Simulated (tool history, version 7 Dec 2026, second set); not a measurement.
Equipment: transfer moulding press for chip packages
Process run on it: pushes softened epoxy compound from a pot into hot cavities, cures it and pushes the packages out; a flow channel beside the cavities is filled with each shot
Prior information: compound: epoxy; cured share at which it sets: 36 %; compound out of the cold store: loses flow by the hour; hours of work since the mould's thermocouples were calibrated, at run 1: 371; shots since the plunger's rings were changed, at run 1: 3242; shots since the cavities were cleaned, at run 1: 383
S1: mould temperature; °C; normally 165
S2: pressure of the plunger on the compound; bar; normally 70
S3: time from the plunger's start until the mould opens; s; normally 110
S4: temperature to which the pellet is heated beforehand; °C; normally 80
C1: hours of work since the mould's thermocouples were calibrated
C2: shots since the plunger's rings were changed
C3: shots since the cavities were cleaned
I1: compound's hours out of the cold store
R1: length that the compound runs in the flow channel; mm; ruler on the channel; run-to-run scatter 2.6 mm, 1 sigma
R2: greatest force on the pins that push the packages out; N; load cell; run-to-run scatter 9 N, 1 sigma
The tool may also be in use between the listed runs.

run   hour   S1    S2   S3  S4   C1    C2   C3    I1   R1    R2
  1      0  165    70  110  80  371  3242  383  20.8  605   691
      20.3  -- cavities cleaned with cleaning compound and waxed
  2   40.7  165    70  110  80  388  3542  156  28.1  585   583
      90.7  -- cavities cleaned with cleaning compound and waxed
  3   95.6  165    70  110  80  411  3951   37  41.9  552   431
  4  146.6  165    70  110  80  433  4341  427    21  600   699
     164.3  -- cavities cleaned with cleaning compound and waxed
  5  181.3  165    70  110  80  447  4595  130  42.4  543   550
  6  218.3  165    70  110  80  463  4878  413  37.2  550   700
     237.9  -- cavities cleaned with cleaning compound and waxed
  7  279.4  165    70  110  80  489  5335  318  29.6  563   641
     311.6  -- cavities cleaned with cleaning compound and waxed
  8  343.3  165    70  101  80  515  5812  242  21.8  582   733
     381.3  -- cavities cleaned with cleaning compound and waxed
  9  381.3  165    70  110  80  531  6091    0  13.2  603   412
 10  413.1  166    70  110  80  545  6334  243  10.1  601   582
     439.8  -- mould's thermocouples calibrated
     455.6  -- plunger's sealing rings changed
     457.1  -- cavities cleaned with cleaning compound and waxed
 11  466.6  167  55.3  104  84   10    73   73  12.6  574   539
     528.4  -- cavities cleaned with cleaning compound and waxed
 12  529.9  167  55.3  104  84   36   546   12  43.6  505   426
 13  567.4  159  55.3  104  79   52   833  299  18.7  574  1105
 14  593.8  170  61.7  110  84   64  1035  501  40.5  530   674
     600.4  -- cavities cleaned with cleaning compound and waxed
 15  644.2  170  61.7  110  84   85  1409  335  33.8  543   612
       672  -- cavities cleaned with cleaning compound and waxed
 16  681.8  165  77.1  115  87  100  1685   75  41.8  592   471
     742.1  -- cavities cleaned with cleaning compound and waxed
 17  744.7  165    70  110  80  126  2155   20  19.2  618   451
 18    806  165    70  110  80  153  2624  489  20.7  616   756

Had the tool no unlogged condition, and each run kept its random variation, what would the results have been?
Hidden conditions of the tool in this case: true mould temperature over the reading, C; pressure that reaches the compound, % of what is set; grip of the stained cavities, % over clean ones'; drift of the gauge itself on flow_mm, %; drift of the gauge itself on push_out_n, %.
run   R1   R2
  1  635  409
  2  617  408
  3  585  393
  4  640  401
  5  580  404
  6  591  400
  7  609  397
  8  634  478
  9  660  418
 10  660  383
 11  575  424
 12  509  401
 13  581  662
 14  538  364
 15  554  362
 16  607  382
 17  637  417
 18  639  406
